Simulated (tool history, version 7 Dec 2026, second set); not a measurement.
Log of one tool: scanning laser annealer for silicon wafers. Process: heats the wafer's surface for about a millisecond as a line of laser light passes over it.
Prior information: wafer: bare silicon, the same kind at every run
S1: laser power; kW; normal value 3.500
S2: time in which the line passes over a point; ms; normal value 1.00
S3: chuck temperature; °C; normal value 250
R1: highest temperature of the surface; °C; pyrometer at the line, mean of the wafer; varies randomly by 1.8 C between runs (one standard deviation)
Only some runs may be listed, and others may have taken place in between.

run	day	S1	S2	S3	R1
1	0.000	3.500	1.00	250	930
2	0.633	3.500	1.00	250	928
3	1.250	3.500	1.00	250	931
4	2.392	3.500	1.00	250	927
5	2.975	3.164	1.00	250	846
6	3.888	3.164	1.00	250	845
7	4.962	3.500	1.00	250	925
8	6.025	3.500	1.00	250	926
9	6.908	3.500	1.00	250	923
10	7.900	3.500	1.00	250	925
# day 8.862: window over the wafer cleaned
11	9.096	3.500	1.00	250	949
12	9.762	3.500	1.00	250	947
13	10.308	3.500	0.98	250	934
14	10.942	3.500	0.98	237	923
15	11.762	3.500	0.98	237	921
16	12.392	3.500	1.00	250	945
17	13.158	3.500	0.92	250	908
18	13.871	3.500	1.00	250	940
19	14.483	3.500	1.00	250	938
20	15.196	3.500	1.00	288	975
21	16.288	3.500	1.00	288	976
22	17.338	3.470	1.16	269	1007
23	18.012	3.587	1.00	247	956
24	19.179	3.500	1.00	252	938
25	19.675	3.500	1.00	252	939
26	20.300	3.500	1.00	252	936
27	20.912	3.155	0.85	214	755
28	21.825	3.155	0.96	224	808
29	22.654	3.406	1.03	212	881
30	23.258	3.406	1.18	219	941
31	24.017	3.197	1.09	218	853
32	24.758	3.197	1.09	218	852
33	25.492	3.147	0.89	218	767
34	25.967	3.147	0.89	218	767
35	26.975	3.323	1.19	250	951
36	27.604	3.396	1.19	250	968
37	28.421	3.770	1.03	250	1006
38	28.929	3.568	0.94	259	922
39	29.875	3.568	0.94	259	917
40	30.467	3.375	0.99	244	883
41	31.346	3.375	0.99	244	879

Measured minus without-hidden-state, run by run (identical run-to-run variation in each term; gauge scatter may differ):
The tool's hidden condition here consists of: light that passes the window, % of a clean one's; laser's true power over the reading, %; width of the line over the set one, %; drift of the gauge itself on peak_c, C.
run	R1
1	-26
2	-28
3	-27
4	-30
5	-27
6	-27
7	-32
8	-34
9	-35
10	-36
11	-11
12	-12
13	-12
14	-13
15	-14
16	-15
17	-15
18	-16
19	-17
20	-18
21	-20
22	-22
23	-22
24	-22
25	-23
26	-24
27	-19
28	-22
29	-26
30	-29
31	-26
32	-27
33	-24
34	-25
35	-33
36	-34
37	-38
38	-34
39	-35
40	-34
41	-34
